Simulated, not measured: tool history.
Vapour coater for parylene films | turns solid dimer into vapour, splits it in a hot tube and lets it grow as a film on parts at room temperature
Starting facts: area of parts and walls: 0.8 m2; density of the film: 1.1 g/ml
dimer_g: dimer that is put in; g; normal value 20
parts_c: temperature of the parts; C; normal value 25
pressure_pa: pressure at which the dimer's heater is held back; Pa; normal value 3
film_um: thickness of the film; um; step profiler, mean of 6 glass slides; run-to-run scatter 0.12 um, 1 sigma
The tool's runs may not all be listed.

run,day,dimer_g,parts_c,pressure_pa,film_um
1,0,20,25,3,14.26
2,1.05,11,25,3,7.84
3,2.854,20,25,3,14.21
4,3.883,20,25,3,14.25
5,5.388,20,25,3,14.2
6,6.858,20,25,6.27,13.48
7,8.912,20,25,6.27,13.43
8,10.592,20,27,6.27,12.52
9,12.088,20,30,3,11.59
# day 13.979: trap's valve overhauled
10,13.988,20,25,3,14.47
11,15.7,20,25,3,14.23
12,17.471,20,25,3,14.05
13,19.438,17,25,3,11.92
14,21.083,17,25,3,12.08
15,22.5,17,25,3,11.91
16,23.433,17,25,3,12.21
17,24.804,17,25,3,11.99
18,26.429,17,25,3,12.15
# day 27.933: trap's valve overhauled
19,28.412,14,36,3,6.31
20,29.288,9,26,10.32,5.75
21,30.696,9,26,10.32,5.75
22,31.542,25,17,10.32,23.23
23,33.608,25,17,10.32,23.38
24,35.575,17,36,3,7.7
25,37.479,14,25,3,10.02
26,39.55,25,35,2.3,11.73
27,40.554,25,25,11.56,16.66
# day 41.746: trap's valve overhauled
28,41.746,28,34,3.85,13.5
29,42.608,8,25,3,5.73
30,44.175,14,20,2.99,12.14
31,45.2,20,24,3.4,14.78
32,46.675,20,24,3.4,14.77
33,47.95,28,20,2.51,24.54

Run 34 is up next; what results do you expect?
34,49.588,28,31,2.64,?

Logged for run 34: film_um 15.65 um.
Take away the tool's hidden state, keep the run-to-run variation as it was, and the same run would have given film_um 15.69 um.
